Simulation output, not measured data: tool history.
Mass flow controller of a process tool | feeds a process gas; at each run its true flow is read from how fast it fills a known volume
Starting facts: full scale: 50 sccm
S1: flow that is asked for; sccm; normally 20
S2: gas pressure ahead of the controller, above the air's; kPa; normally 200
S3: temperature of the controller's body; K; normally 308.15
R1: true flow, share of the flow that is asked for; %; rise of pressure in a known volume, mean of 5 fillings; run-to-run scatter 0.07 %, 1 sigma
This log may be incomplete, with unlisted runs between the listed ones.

| run | hour | S1 | S2 | S3 | R1 |
|---|---|---|---|---|---|
| 1 | 0.0 | 20 | 200 | 308.15 | 99.15 |
| 2 | 66.2 | 20 | 200 | 308.15 | 99.41 |
| 3 | 129.3 | 20 | 200 | 308.15 | 99.36 |
| 4 | 218.6 | 20 | 200 | 308.15 | 99.36 |
| 5 | 274.1 | 20 | 200 | 308.15 | 99.37 |
| 6 | 353.4 | 20 | 200 | 311.15 | 99.71 |
| 7 | 422.5 | 20 | 200 | 308.15 | 99.51 |
| 8 | 535.1 | 5 | 200 | 308.15 | 98.91 |
| 9 | 612.8 | 20 | 208 | 308.15 | 99.60 |
| 10 | 722.0 | 20 | 208 | 296.15 | 99.11 |
| 11 | 820.4 | 29 | 200 | 308.15 | 100.02 |
| 12 | 907.0 | 29 | 200 | 308.15 | 100.00 |
| 13 | 990.0 | 29 | 200 | 306.15 | 100.18 |
| 14 | 1052.2 | 20 | 200 | 301.15 | 99.59 |
| 15 | 1135.5 | 20 | 200 | 301.15 | 99.45 |
| 16 | 1235.0 | 20 | 200 | 308.15 | 99.85 |
| 17 | 1284.6 | 20 | 200 | 308.15 | 100.01 |
| 18 | 1356.2 | 20 | 200 | 308.15 | 99.89 |
| 19 | 1441.4 | 20 | 200 | 308.15 | 100.02 |
| 20 | 1550.6 | 20 | 200 | 308.15 | 100.08 |
| 21 | 1613.0 | 20 | 200 | 296.15 | 99.60 |
| 22 | 1685.7 | 20 | 200 | 296.15 | 99.63 |
| 23 | 1780.7 | 20 | 200 | 309.15 | 100.32 |
| 24 | 1861.4 | 20 | 200 | 309.15 | 100.38 |
| 25 | 1941.0 | 6 | 141 | 297.15 | 99.61 |
| 26 | 2044.9 | 6 | 141 | 297.15 | 99.61 |
| 27 | 2147.6 | 13 | 222 | 294.15 | 99.34 |
| 28 | 2221.8 | 13 | 222 | 294.15 | 99.54 |
| 29 | 2312.2 | 13 | 222 | 294.15 | 99.40 |
| 30 | 2378.9 | 13 | 222 | 294.15 | 99.46 |
| 31 | 2425.3 | 11 | 175 | 298.15 | 99.96 |
| 32 | 2504.3 | 11 | 175 | 298.15 | 100.02 |
| 33 | 2598.7 | 38 | 200 | 312.15 | 101.67 |
| 34 | 2663.1 | 38 | 200 | 312.15 | 101.60 |
|  | 2712.1 | gauge calibrated |
| 35 | 2738.6 | 38 | 271 | 303.15 | 99.39 |
| 36 | 2809.4 | 49 | 224 | 304.15 | 100.11 |
| 37 | 2918.1 | 49 | 224 | 304.15 | 100.18 |
| 38 | 3023.6 | 20 | 173 | 294.15 | 99.00 |
| 39 | 3129.2 | 20 | 173 | 294.15 | 99.16 |
| 40 | 3220.0 | 19 | 199 | 295.15 | 98.96 |
| 41 | 3287.7 | 20 | 171 | 298.15 | 99.28 |
| 42 | 3396.8 | 11 | 196 | 308.15 | 99.30 |
| 43 | 3461.9 | 6 | 229 | 307.15 | 98.73 |
| 44 | 3553.1 | 15 | 228 | 295.15 | 98.79 |
| 45 | 3649.8 | 22 | 228 | 294.15 | 99.17 |
| 46 | 3729.0 | 47 | 172 | 294.15 | 100.39 |

Below are 5 alternative next runs, each starting from the tool's condition after run 46. Predict each:
| A | 3827.6 | 10 | 172 | 299.15 | ? |
| B | 3827.6 | 20 | 158 | 310.15 | ? |
| C | 3827.6 | 16 | 200 | 308.15 | ? |
| D | 3827.6 | 20 | 200 | 303.15 | ? |
| E | 3827.6 | 20 | 200 | 296.15 | ? |

| run | R1 |
|---|---|
| A | 99.30 |
| B | 100.21 |
| C | 99.79 |
| D | 99.55 |
| E | 99.30 |
Had the tool no hidden state, the same runs would have come out as:
| run | R1 |
|---|---|
| A | 98.71 |
| B | 99.60 |
| C | 99.19 |
| D | 98.95 |
| E | 98.70 |

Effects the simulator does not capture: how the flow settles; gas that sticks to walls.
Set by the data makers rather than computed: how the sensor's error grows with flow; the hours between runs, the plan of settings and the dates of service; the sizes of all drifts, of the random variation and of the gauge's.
